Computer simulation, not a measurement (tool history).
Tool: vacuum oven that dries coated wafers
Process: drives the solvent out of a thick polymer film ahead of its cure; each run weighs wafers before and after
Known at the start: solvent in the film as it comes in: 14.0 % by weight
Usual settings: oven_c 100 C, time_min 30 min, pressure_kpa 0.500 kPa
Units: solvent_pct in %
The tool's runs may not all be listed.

run 1 hour=0.0 | oven_c=100 time_min=30 pressure_kpa=0.500 | solvent_pct=1.01
run 2 hour=51.0 | oven_c=100 time_min=30 pressure_kpa=0.500 | solvent_pct=1.03
run 3 hour=129.5 | oven_c=100 time_min=30 pressure_kpa=0.258 | solvent_pct=0.78
run 4 hour=199.4 | oven_c=100 time_min=30 pressure_kpa=0.258 | solvent_pct=0.79
run 5 hour=280.4 | oven_c=100 time_min=30 pressure_kpa=0.258 | solvent_pct=0.80
run 6 hour=350.0 | oven_c=96 time_min=30 pressure_kpa=0.500 | solvent_pct=1.38
run 7 hour=430.9 | oven_c=96 time_min=30 pressure_kpa=0.500 | solvent_pct=1.39
run 8 hour=476.8 | oven_c=96 time_min=30 pressure_kpa=0.500 | solvent_pct=1.37
run 9 hour=538.5 | oven_c=109 time_min=18 pressure_kpa=0.632 | solvent_pct=1.29
run 10 hour=585.0 | oven_c=109 time_min=18 pressure_kpa=0.632 | solvent_pct=1.25
run 11 hour=678.5 | oven_c=99 time_min=51 pressure_kpa=0.356 | solvent_pct=0.59
run 12 hour=767.5 | oven_c=88 time_min=30 pressure_kpa=1.270 | solvent_pct=3.58
run 13 hour=813.6 | oven_c=88 time_min=30 pressure_kpa=0.508 | solvent_pct=2.53

Forecast each of these 3 alternatives for the next run:
run A hour=897.2 | oven_c=100 time_min=28 pressure_kpa=0.537 | solvent_pct=?
run B hour=897.2 | oven_c=97 time_min=44 pressure_kpa=0.875 | solvent_pct=?
run C hour=897.2 | oven_c=88 time_min=30 pressure_kpa=1.362 | solvent_pct=?

run=A solvent_pct=1.23
run=B solvent_pct=1.36
run=C solvent_pct=3.74
Without the tool's hidden state the same runs would have given:
run=A solvent_pct=1.00
run=B solvent_pct=1.11
run=C solvent_pct=3.35

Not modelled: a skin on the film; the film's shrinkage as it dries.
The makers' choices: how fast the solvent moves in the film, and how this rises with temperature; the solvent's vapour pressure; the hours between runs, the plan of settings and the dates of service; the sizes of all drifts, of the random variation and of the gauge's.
